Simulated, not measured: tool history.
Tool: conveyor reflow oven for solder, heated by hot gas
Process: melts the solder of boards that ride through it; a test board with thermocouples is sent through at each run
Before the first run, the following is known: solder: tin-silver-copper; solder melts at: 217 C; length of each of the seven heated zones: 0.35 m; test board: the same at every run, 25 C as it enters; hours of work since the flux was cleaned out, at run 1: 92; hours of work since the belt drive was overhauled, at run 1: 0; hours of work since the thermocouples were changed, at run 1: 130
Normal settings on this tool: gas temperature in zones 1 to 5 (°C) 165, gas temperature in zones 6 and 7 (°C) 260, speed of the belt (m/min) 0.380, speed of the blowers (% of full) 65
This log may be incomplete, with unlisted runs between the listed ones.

| run | hour | gas temperature in zones 1 to 5 (°C) | gas temperature in zones 6 and 7 (°C) | speed of the belt (m/min) | speed of the blowers (% of full) | hours of work since the flux was cleaned out | hours of work since the belt drive was overhauled | hours of work since the thermocouples were changed | highest temperature of the board (°C) | time above the solder's melting point (s) |
|---|---|---|---|---|---|---|---|---|---|---|
| 1 | 0.0 | 165 | 260 | 0.380 | 65 | 92 | 0 | 130 | 248.52 | 76.5 |
| 2 | 60.3 | 165 | 260 | 0.380 | 74 | 120 | 29 | 159 | 250.12 | 79.5 |
| 3 | 93.5 | 165 | 260 | 0.380 | 74 | 136 | 44 | 174 | 250.12 | 79.8 |
| 4 | 124.3 | 165 | 260 | 0.380 | 65 | 151 | 59 | 189 | 248.28 | 76.4 |
| 5 | 169.0 | 165 | 260 | 0.380 | 65 | 172 | 80 | 210 | 248.40 | 76.2 |
| 6 | 206.2 | 165 | 260 | 0.380 | 65 | 190 | 98 | 228 | 248.27 | 76.7 |
|  | 220.1 | flux residue cleaned out of gas plates and filters |
| 7 | 264.6 | 165 | 260 | 0.380 | 65 | 21 | 123 | 253 | 249.09 | 77.8 |
| 8 | 314.6 | 165 | 260 | 0.380 | 65 | 45 | 147 | 277 | 249.15 | 78.1 |
| 9 | 341.6 | 165 | 260 | 0.380 | 65 | 58 | 160 | 290 | 249.11 | 77.7 |
| 10 | 373.0 | 165 | 263 | 0.380 | 65 | 73 | 175 | 305 | 251.81 | 80.8 |
| 11 | 424.8 | 165 | 260 | 0.380 | 65 | 97 | 199 | 329 | 249.08 | 77.7 |
| 12 | 458.5 | 165 | 260 | 0.380 | 65 | 113 | 215 | 345 | 248.97 | 77.7 |
| 13 | 487.1 | 165 | 260 | 0.380 | 65 | 127 | 229 | 359 | 248.88 | 77.6 |
| 14 | 513.8 | 165 | 260 | 0.380 | 65 | 139 | 241 | 371 | 248.84 | 77.5 |
| 15 | 552.6 | 165 | 260 | 0.380 | 65 | 158 | 260 | 390 | 248.83 | 77.6 |
| 16 | 584.0 | 165 | 260 | 0.380 | 65 | 173 | 275 | 405 | 248.88 | 77.5 |
|  | 634.5 | flux residue cleaned out of gas plates and filters |
| 17 | 639.4 | 175 | 249 | 0.398 | 82 | 2 | 299 | 429 | 242.63 | 74.1 |
| 18 | 674.4 | 176 | 249 | 0.301 | 82 | 19 | 315 | 445 | 246.37 | 110.4 |
| 19 | 722.1 | 174 | 266 | 0.380 | 65 | 42 | 338 | 468 | 256.15 | 89.5 |
|  | 730.2 | belt drive overhauled, speed set with a stopwatch |
| 20 | 769.4 | 174 | 266 | 0.380 | 65 | 62 | 19 | 488 | 256.35 | 89.6 |
| 21 | 809.9 | 170 | 266 | 0.380 | 67 | 81 | 38 | 508 | 256.27 | 87.5 |
| 22 | 863.7 | 165 | 270 | 0.380 | 65 | 107 | 63 | 533 | 258.65 | 87.7 |
| 23 | 917.3 | 165 | 270 | 0.319 | 57 | 132 | 89 | 559 | 261.65 | 109.0 |
|  | 958.7 | belt drive overhauled, speed set with a stopwatch, once more |
| 24 | 958.7 | 165 | 264 | 0.380 | 65 | 150 | 0 | 576 | 252.65 | 80.6 |
| 25 | 1010.7 | 165 | 269 | 0.380 | 65 | 175 | 25 | 601 | 257.27 | 84.9 |
|  | 1054.1 | flux residue cleaned out of gas plates and filters |
| 26 | 1060.1 | 165 | 267 | 0.380 | 80 | 3 | 46 | 622 | 259.39 | 88.1 |
| 27 | 1117.0 | 165 | 275 | 0.380 | 62 | 30 | 73 | 649 | 262.91 | 90.2 |

Each row is a separate what-if for the run after 27, all from the same tool condition, not one after another. Results?
| A | 1142.4 | 165 | 252 | 0.380 | 62 | 42 | 85 | 661 | ? | ? |
| B | 1142.4 | 165 | 255 | 0.380 | 80 | 42 | 85 | 661 | ? | ? |
| C | 1142.4 | 165 | 260 | 0.380 | 65 | 42 | 85 | 661 | ? | ? |

| run | highest temperature of the board (°C) | time above the solder's melting point (s) |
|---|---|---|
| A | 241.69 | 68.9 |
| B | 247.85 | 78.3 |
| C | 249.76 | 78.6 |
Without the tool's unlogged condition, the same runs would have read:
| run | highest temperature of the board (°C) | time above the solder's melting point (s) |
|---|---|---|
| A | 240.67 | 67.4 |
| B | 246.82 | 77.2 |
| C | 248.73 | 77.5 |
